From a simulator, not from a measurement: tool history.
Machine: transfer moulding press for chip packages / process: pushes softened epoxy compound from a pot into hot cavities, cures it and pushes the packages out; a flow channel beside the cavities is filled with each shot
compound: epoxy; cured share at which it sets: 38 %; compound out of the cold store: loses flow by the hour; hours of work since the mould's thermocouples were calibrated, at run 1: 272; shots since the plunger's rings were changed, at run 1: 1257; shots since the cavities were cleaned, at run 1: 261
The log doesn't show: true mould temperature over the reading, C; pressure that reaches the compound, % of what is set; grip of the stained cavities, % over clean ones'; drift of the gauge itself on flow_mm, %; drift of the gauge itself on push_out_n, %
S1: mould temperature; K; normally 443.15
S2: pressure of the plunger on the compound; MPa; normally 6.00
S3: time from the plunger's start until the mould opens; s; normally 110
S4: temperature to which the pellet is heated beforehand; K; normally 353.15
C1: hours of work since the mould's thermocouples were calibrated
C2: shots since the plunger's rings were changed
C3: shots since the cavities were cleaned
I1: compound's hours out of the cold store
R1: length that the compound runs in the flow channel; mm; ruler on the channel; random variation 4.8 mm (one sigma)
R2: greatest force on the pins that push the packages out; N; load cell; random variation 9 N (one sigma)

| run | hour | S1 | S2 | S3 | S4 | C1 | C2 | C3 | I1 | R1 | R2 |
|---|---|---|---|---|---|---|---|---|---|---|---|
| 1 | 0.0 | 443.15 | 6.00 | 110 | 353.15 | 272 | 1257 | 261 | 47.9 | 767 | 441 |
| 2 | 23.2 | 443.15 | 6.00 | 110 | 353.15 | 282 | 1423 | 427 | 15.4 | 884 | 524 |
|  | 44.7 | cavities cleaned with cleaning compound and waxed |
| 3 | 46.8 | 443.15 | 6.00 | 110 | 353.15 | 291 | 1580 | 14 | 17.2 | 867 | 417 |
| 4 | 81.9 | 443.15 | 6.00 | 110 | 353.15 | 305 | 1831 | 265 | 30.1 | 818 | 476 |
| 5 | 115.7 | 443.15 | 4.82 | 110 | 353.15 | 319 | 2072 | 506 | 10.1 | 791 | 501 |
|  | 128.4 | cavities cleaned with cleaning compound and waxed |
| 6 | 153.5 | 443.15 | 4.82 | 110 | 353.15 | 334 | 2331 | 179 | 43.3 | 686 | 419 |
| 7 | 179.9 | 443.15 | 6.00 | 110 | 357.15 | 345 | 2519 | 367 | 44.3 | 765 | 441 |
|  | 210.6 | cavities cleaned with cleaning compound and waxed |
| 8 | 210.6 | 443.15 | 6.00 | 110 | 357.15 | 357 | 2728 | 0 | 33.8 | 779 | 399 |
| 9 | 255.5 | 443.15 | 6.00 | 110 | 357.15 | 375 | 3048 | 320 | 37.4 | 776 | 441 |
|  | 293.0 | cavities cleaned with cleaning compound and waxed |
| 10 | 306.9 | 443.15 | 6.00 | 110 | 357.15 | 396 | 3404 | 99 | 17.4 | 825 | 419 |
| 11 | 354.6 | 443.15 | 6.00 | 110 | 357.15 | 415 | 3745 | 440 | 35.9 | 759 | 473 |
|  | 374.8 | cavities cleaned with cleaning compound and waxed |
|  | 388.1 | plunger's sealing rings changed |
| 12 | 401.0 | 443.15 | 6.00 | 110 | 357.15 | 432 | 92 | 169 | 9.7 | 921 | 428 |
| 13 | 435.3 | 443.15 | 6.00 | 123 | 357.15 | 446 | 337 | 414 | 10.1 | 910 | 420 |
|  | 463.1 | cavities cleaned with cleaning compound and waxed |
| 14 | 474.8 | 443.15 | 6.00 | 123 | 357.15 | 462 | 608 | 84 | 47.7 | 784 | 371 |
| 15 | 506.6 | 443.15 | 6.08 | 110 | 358.15 | 475 | 834 | 310 | 42.4 | 799 | 454 |
|  | 533.3 | mould's thermocouples calibrated |
| 16 | 544.7 | 440.15 | 6.00 | 100 | 346.15 | 5 | 1092 | 568 | 15.5 | 896 | 866 |
|  | 550.5 | cavities cleaned with cleaning compound and waxed |
| 17 | 594.4 | 435.15 | 6.44 | 100 | 346.15 | 24 | 1436 | 313 | 20.6 | 928 | 1161 |
| 18 | 627.5 | 443.15 | 5.77 | 129 | 353.15 | 38 | 1672 | 549 | 47.9 | 753 | 432 |
|  | 632.9 | cavities cleaned with cleaning compound and waxed |
| 19 | 653.5 | 435.15 | 5.44 | 108 | 353.15 | 48 | 1847 | 147 | 16.7 | 854 | 879 |
| 20 | 696.3 | 435.15 | 5.44 | 108 | 362.15 | 65 | 2152 | 452 | 20.1 | 839 | 973 |
|  | 716.0 | cavities cleaned with cleaning compound and waxed |
| 21 | 745.3 | 435.15 | 5.44 | 139 | 362.15 | 85 | 2492 | 209 | 37.8 | 771 | 491 |
| 22 | 790.8 | 443.15 | 6.00 | 110 | 361.15 | 104 | 2816 | 533 | 47.4 | 744 | 474 |
|  | 798.0 | cavities cleaned with cleaning compound and waxed |
| 23 | 822.8 | 443.15 | 6.00 | 110 | 361.15 | 116 | 3034 | 177 | 15.7 | 839 | 457 |
| 24 | 869.5 | 443.15 | 6.00 | 110 | 361.15 | 135 | 3367 | 510 | 14.7 | 843 | 533 |
|  | 879.6 | cavities cleaned with cleaning compound and waxed |
| 25 | 899.9 | 449.15 | 4.81 | 110 | 357.15 | 147 | 3573 | 145 | 20.2 | 714 | 356 |
| 26 | 928.4 | 446.15 | 4.81 | 119 | 351.15 | 159 | 3777 | 349 | 16.8 | 732 | 410 |
|  | 954.5 | plunger's sealing rings changed |
|  | 966.0 | cavities cleaned with cleaning compound and waxed |
| 27 | 969.4 | 449.15 | 7.02 | 110 | 354.15 | 174 | 96 | 24 | 33.9 | 870 | 339 |

Predict each of these 3 candidate next runs independently; none follows another, all start after run 27:
| A | 1009.3 | 450.15 | 6.00 | 98 | 359.15 | 190 | 380 | 308 | 16.3 | ? | ? |
| B | 1009.3 | 444.15 | 7.02 | 107 | 354.15 | 190 | 380 | 308 | 46.0 | ? | ? |
| C | 1009.3 | 449.15 | 5.00 | 110 | 354.15 | 190 | 380 | 308 | 46.2 | ? | ? |

| run | R1 | R2 |
|---|---|---|
| A | 870 | 418 |
| B | 844 | 453 |
| C | 703 | 385 |
With the hidden condition removed and each run's random variation left untouched, the same runs would have given:
| run | R1 | R2 |
|---|---|---|
| A | 880 | 354 |
| B | 854 | 386 |
| C | 712 | 324 |

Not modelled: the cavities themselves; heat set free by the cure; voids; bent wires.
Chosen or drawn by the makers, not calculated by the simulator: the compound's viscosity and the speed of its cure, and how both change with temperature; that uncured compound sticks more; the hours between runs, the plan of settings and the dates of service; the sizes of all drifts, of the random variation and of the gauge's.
